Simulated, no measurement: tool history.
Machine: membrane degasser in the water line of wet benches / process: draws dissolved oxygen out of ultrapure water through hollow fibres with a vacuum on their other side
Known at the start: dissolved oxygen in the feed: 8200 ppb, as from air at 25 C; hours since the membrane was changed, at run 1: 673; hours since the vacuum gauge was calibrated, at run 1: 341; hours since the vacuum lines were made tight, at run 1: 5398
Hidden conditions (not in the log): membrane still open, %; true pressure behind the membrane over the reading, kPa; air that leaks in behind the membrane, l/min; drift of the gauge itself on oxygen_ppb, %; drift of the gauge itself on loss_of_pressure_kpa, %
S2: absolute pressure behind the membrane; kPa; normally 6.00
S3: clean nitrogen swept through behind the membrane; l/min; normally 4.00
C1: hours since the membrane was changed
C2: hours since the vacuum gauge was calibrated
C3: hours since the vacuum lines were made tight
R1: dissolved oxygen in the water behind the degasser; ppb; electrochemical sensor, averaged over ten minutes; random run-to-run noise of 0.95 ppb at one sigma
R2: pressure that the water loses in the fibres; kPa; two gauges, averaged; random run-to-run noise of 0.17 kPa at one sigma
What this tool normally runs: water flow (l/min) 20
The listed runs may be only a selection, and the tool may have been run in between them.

run 1 day=0.000 | water_flow_(l/min)=20 S2=6.00 S3=4.00 | C1=673 C2=341 C3=5398 | R1=88.4 R2=29.02
run 2 day=4.179 | water_flow_(l/min)=20 S2=6.00 S3=4.00 | C1=773 C2=441 C3=5498 | R1=90.4 R2=29.32
run 3 day=6.575 | water_flow_(l/min)=20 S2=6.00 S3=4.00 | C1=831 C2=499 C3=5556 | R1=89.8 R2=29.23
run 4 day=11.362 | water_flow_(l/min)=20 S2=6.00 S3=4.00 | C1=946 C2=614 C3=5670 | R1=91.2 R2=29.09
run 5 day=14.833 | water_flow_(l/min)=20 S2=6.00 S3=4.00 | C1=1029 C2=697 C3=5754 | R1=89.5 R2=28.98
run 6 day=17.208 | water_flow_(l/min)=20 S2=6.00 S3=4.00 | C1=1086 C2=754 C3=5811 | R1=90.7 R2=28.81
run 7 day=22.058 | water_flow_(l/min)=20 S2=6.00 S3=4.00 | C1=1203 C2=871 C3=5927 | R1=91.1 R2=29.12
run 8 day=25.492 | water_flow_(l/min)=20 S2=6.00 S3=4.00 | C1=1285 C2=953 C3=6010 | R1=89.0 R2=29.10
run 9 day=31.329 | water_flow_(l/min)=20 S2=6.00 S3=4.00 | C1=1425 C2=1093 C3=6150 | R1=88.9 R2=29.21
run 10 day=33.958 | water_flow_(l/min)=20 S2=6.00 S3=4.00 | C1=1488 C2=1156 C3=6213 | R1=91.5 R2=29.28
run 11 day=38.333 | water_flow_(l/min)=20 S2=11.59 S3=4.00 | C1=1593 C2=1261 C3=6318 | R1=158.4 R2=28.97
run 12 day=42.971 | water_flow_(l/min)=20 S2=11.59 S3=4.00 | C1=1704 C2=1373 C3=6429 | R1=155.7 R2=29.11
run 13 day=46.042 | water_flow_(l/min)=20 S2=6.00 S3=4.00 | C1=1778 C2=1446 C3=6503 | R1=89.3 R2=28.81
run 14 day=49.167 | water_flow_(l/min)=16 S2=6.00 S3=4.00 | C1=1853 C2=1521 C3=6578 | R1=58.4 R2=23.67
run 15 day=52.396 | water_flow_(l/min)=20 S2=12.35 S3=4.00 | C1=1931 C2=1599 C3=6655 | R1=161.8 R2=29.31
run 16 day=56.179 | water_flow_(l/min)=20 S2=12.35 S3=4.00 | C1=2021 C2=1689 C3=6746 | R1=166.1 R2=29.10
run 17 day=60.925 | water_flow_(l/min)=20 S2=12.35 S3=4.00 | C1=2135 C2=1803 C3=6860 | R1=165.5 R2=29.32
run 18 day=64.033 | water_flow_(l/min)=20 S2=6.00 S3=5.36 | C1=2210 C2=1878 C3=6935 | R1=82.9 R2=29.22
run 19 day=66.621 | water_flow_(l/min)=20 S2=6.00 S3=5.36 | C1=2272 C2=1940 C3=6997 | R1=80.7 R2=29.16
run 20 day=71.575 | water_flow_(l/min)=20 S2=6.00 S3=5.36 | C1=2391 C2=2059 C3=7116 | R1=82.9 R2=29.08
-- day=73.221 seals of the vacuum lines changed
run 21 day=74.654 | water_flow_(l/min)=20 S2=6.00 S3=5.36 | C1=2463 C2=2131 C3=34 | R1=82.0 R2=29.32
run 22 day=78.467 | water_flow_(l/min)=21 S2=6.00 S3=8.48 | C1=2554 C2=2222 C3=126 | R1=83.0 R2=30.58
run 23 day=81.312 | water_flow_(l/min)=21 S2=6.00 S3=8.48 | C1=2623 C2=2291 C3=194 | R1=80.1 R2=30.63
run 24 day=84.833 | water_flow_(l/min)=22 S2=4.59 S3=5.11 | C1=2707 C2=2375 C3=279 | R1=86.2 R2=32.17
run 25 day=90.567 | water_flow_(l/min)=29 S2=3.82 S3=5.13 | C1=2845 C2=2513 C3=416 | R1=142.2 R2=42.36
run 26 day=94.521 | water_flow_(l/min)=21 S2=12.18 S3=4.38 | C1=2940 C2=2608 C3=511 | R1=166.5 R2=30.62
run 27 day=97.521 | water_flow_(l/min)=19 S2=12.18 S3=4.38 | C1=3012 C2=2680 C3=583 | R1=142.9 R2=27.67
run 28 day=101.012 | water_flow_(l/min)=19 S2=12.18 S3=4.38 | C1=3095 C2=2763 C3=667 | R1=142.3 R2=27.50
run 29 day=106.342 | water_flow_(l/min)=12 S2=5.33 S3=10.38 | C1=3223 C2=2891 C3=795 | R1=18.9 R2=17.49

3 ways to go on from here, each from the tool as it stands after run 29. What would each give?
run A day=111.192 | water_flow_(l/min)=27 S2=6.00 S3=3.76 | C1=3340 C2=3008 C3=911 | R1=? R2=?
run B day=111.192 | water_flow_(l/min)=12 S2=8.13 S3=2.30 | C1=3340 C2=3008 C3=911 | R1=? R2=?
run C day=111.192 | water_flow_(l/min)=12 S2=5.33 S3=9.85 | C1=3340 C2=3008 C3=911 | R1=? R2=?

run=A R1=158.9 R2=39.72
run=B R1=74.3 R2=17.58
run=C R1=19.6 R2=17.61
Stripped of hidden state, with their random variation kept, the same runs would have yielded:
run=A R1=158.7 R2=39.71
run=B R1=74.2 R2=17.57
run=C R1=19.6 R2=17.61
